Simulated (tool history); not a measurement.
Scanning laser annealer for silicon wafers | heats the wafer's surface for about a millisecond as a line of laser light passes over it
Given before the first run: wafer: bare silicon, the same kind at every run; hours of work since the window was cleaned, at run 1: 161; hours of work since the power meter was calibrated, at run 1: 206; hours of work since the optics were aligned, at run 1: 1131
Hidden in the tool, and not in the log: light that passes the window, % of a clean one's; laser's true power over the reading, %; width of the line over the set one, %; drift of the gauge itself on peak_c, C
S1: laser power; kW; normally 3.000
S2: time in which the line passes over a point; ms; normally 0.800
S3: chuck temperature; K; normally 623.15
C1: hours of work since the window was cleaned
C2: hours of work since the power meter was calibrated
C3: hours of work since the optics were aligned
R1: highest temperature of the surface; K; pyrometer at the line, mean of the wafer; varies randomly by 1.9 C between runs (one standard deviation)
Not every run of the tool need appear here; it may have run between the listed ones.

run	hour	S1	S2	S3	C1	C2	C3	R1
1	0.0	3.000	0.800	623.15	161	206	1131	1410.15
2	12.5	3.000	0.800	623.15	168	212	1138	1403.15
3	23.6	3.000	0.708	623.15	174	218	1143	1359.15
4	35.6	3.000	0.708	623.15	181	225	1150	1359.15
5	48.5	3.000	0.708	623.15	188	232	1157	1359.15
6	59.7	3.000	0.708	623.15	194	238	1163	1361.15
7	72.3	3.000	0.708	623.15	200	245	1170	1361.15
8	79.6	3.000	0.708	623.15	204	248	1174	1363.15
9	91.7	3.000	0.800	584.15	211	255	1180	1369.15
10	97.6	3.000	0.800	584.15	214	258	1183	1368.15
11	104.7	2.691	0.800	584.15	218	262	1187	1280.15
12	114.9	2.680	0.800	623.15	223	267	1193	1315.15
13	124.1	3.000	0.800	623.15	228	272	1197	1406.15
14	130.6	3.000	0.800	623.15	232	276	1201	1404.15
15	138.6	3.000	0.800	623.15	236	280	1205	1404.15
16	148.1	3.000	0.800	623.15	241	285	1210	1403.15
17	156.0	3.000	0.800	623.15	245	290	1215	1408.15
18	161.4	3.000	0.800	623.15	248	292	1218	1404.15
19	172.2	2.812	0.800	623.15	254	298	1223	1350.15
20	179.0	2.812	0.800	623.15	258	302	1227	1353.15
21	190.7	2.812	0.800	623.15	264	308	1233	1354.15
22	200.6	2.812	0.593	661.15	269	314	1239	1287.15
23	211.3	2.812	0.593	661.15	275	319	1244	1287.15
24	216.6	2.812	0.593	661.15	278	322	1247	1290.15
25	228.2	3.193	0.598	636.15	284	328	1253	1360.15
26	237.3	3.000	0.698	598.15	289	333	1258	1327.15
27	246.9	2.676	0.800	623.15	294	338	1263	1312.15
28	259.3	2.676	0.800	623.15	301	345	1270	1315.15
29	270.3	3.120	0.800	623.15	307	351	1276	1432.15
30	281.5	2.677	0.748	604.15	313	357	1282	1272.15
31	289.5	3.141	0.645	641.15	317	361	1286	1379.15
32	302.4	2.750	0.776	623.15	324	368	1293	1322.15
33	311.2	2.599	0.776	623.15	329	373	1298	1283.15
34	322.9	2.551	0.583	619.15	335	379	1304	1178.15
35	329.0	3.000	0.800	584.15	338	383	1308	1364.15
36	342.0	3.000	0.632	656.15	345	390	1315	1348.15
37	347.3	3.000	0.800	605.15	348	392	1317	1385.15

Subtracting, for every run, the result it would have given without the tool's unlogged condition from the measured result gives the following. The same run-to-run variation enters both numbers; the gauge's scatter may not:
run	R1
1	-11.00
2	-11.00
3	-11.00
4	-11.00
5	-11.00
6	-12.00
7	-12.00
8	-11.00
9	-13.00
10	-13.00
11	-11.00
12	-11.00
13	-13.00
14	-13.00
15	-13.00
16	-14.00
17	-14.00
18	-14.00
19	-12.00
20	-13.00
21	-13.00
22	-12.00
23	-12.00
24	-11.00
25	-13.00
26	-14.00
27	-13.00
28	-14.00
29	-16.00
30	-13.00
31	-15.00
32	-14.00
33	-13.00
34	-12.00
35	-16.00
36	-15.00
37	-16.00

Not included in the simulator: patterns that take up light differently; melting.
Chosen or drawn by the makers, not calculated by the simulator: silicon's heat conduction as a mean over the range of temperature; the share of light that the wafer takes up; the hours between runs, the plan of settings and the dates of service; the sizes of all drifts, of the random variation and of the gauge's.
